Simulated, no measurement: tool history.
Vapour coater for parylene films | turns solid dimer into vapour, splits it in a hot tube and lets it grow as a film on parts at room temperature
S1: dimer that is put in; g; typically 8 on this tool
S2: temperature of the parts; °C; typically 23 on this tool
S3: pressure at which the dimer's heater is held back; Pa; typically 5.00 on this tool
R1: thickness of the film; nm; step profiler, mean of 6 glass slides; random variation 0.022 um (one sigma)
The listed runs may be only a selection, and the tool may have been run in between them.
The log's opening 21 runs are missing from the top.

run     day  S1  S2     S3    R1
 22  10.042   8  17   5.00  3190
 23  10.504   8  17   5.00  3160
 24  10.912   8  17   5.00  3170
 25  11.638   8  17   8.41  2930
 26  11.954   4  23   3.84  1320
 27  12.558   5  18  11.30  1710
 28  12.958   9  18   2.29  3860
 29  13.304   9  18   2.29  3870
 30  13.696  11  27   5.00  2920

Predict the results of run 31:
     14.017  -- trap's valve overhauled
 31  14.558   9  28  8.17   ?

Logged for run 31: R1 2190 nm.
On a tool with no hidden condition, and with the same random variation, this run would have come out at R1 2190 nm.
